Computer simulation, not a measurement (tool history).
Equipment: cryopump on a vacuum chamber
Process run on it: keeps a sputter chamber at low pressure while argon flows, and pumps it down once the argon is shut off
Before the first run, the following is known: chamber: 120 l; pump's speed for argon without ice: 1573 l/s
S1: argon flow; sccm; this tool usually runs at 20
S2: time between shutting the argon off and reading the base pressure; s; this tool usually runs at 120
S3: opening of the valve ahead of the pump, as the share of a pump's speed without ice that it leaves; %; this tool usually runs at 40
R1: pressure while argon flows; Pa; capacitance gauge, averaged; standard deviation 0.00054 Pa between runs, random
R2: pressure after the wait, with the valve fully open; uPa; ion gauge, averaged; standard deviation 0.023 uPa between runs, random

run     day  S1   S2  S3      R1    R2
  1       0  20  120  40  0.0579  1.41
  2   1.242  20  120  40  0.0583  1.37
  3     2.4  20  201  40  0.0597  1.22
  4   3.467  20  201  40   0.059  1.21
  5   4.562  20  201  40  0.0599  1.27
  6    6.15  20  201  40  0.0603  1.29
  7    7.35  20  201  40  0.0611  1.36
      8.129  -- pump warmed up, emptied and cooled again
  8   9.112  12  201  40  0.0324  1.05
  9  10.383  20  120  24  0.0903  1.38
 10  12.021  20  120  24  0.0911  1.36
 11  13.317  20  120  41   0.054   1.4
 12  14.758  20  120  40  0.0554  1.39
 13  16.508  15  120  40   0.041  1.41
 14  18.129  20  120  40  0.0553  1.43
 15  19.892  12  120  40   0.034   1.5
 16  20.846  12  120  40  0.0338  1.48
 17  21.629  20  164  40  0.0567  1.34
 18  22.696  19  139  25  0.0849  1.43
 19  24.175  20   34  23  0.0967  2.96
 20  24.996  14  120  33  0.0479  1.55
 21  26.129  20  120  17  0.1297  1.58
 22  26.979  20  120  17  0.1302   1.6
 23    28.6   9   59  39  0.0267  2.21
 24  30.388   8   52  29  0.0312  2.36
 25  31.775  10   82  40  0.0303  1.94
 26  32.554  23  120  29  0.0914  1.65
 27  33.533  21  286  29  0.0842  1.33
 28  34.267  19   63  40  0.0565  2.24
 29  35.367  14  231  37  0.0453  1.48
 30  36.567  14  231  37  0.0448  1.49
 31  37.538  15   26  21  0.0807  3.85
 32   38.55  15   26  21  0.0827  3.85
     39.004  -- pump warmed up, emptied and cooled again
 33  39.712  15   26  21  0.0769   3.6
 34  41.008  17   36  40  0.0462   2.9

What if the next run were any one of these 3? Each begins from the tool's condition after run 34:
  A  42.817  17   36  35   ?   ?
  B  42.817  10  104  48   ?   ?
  C  42.817  11   93  18   ?   ?

run      R1    R2
  A  0.0532  2.95
  B  0.0222  1.68
  C  0.0664  1.71
Without the tool's hidden state the same runs would have given:
run      R1    R2
  A  0.0524  2.13
  B  0.0217  0.85
  C  0.0659  0.91
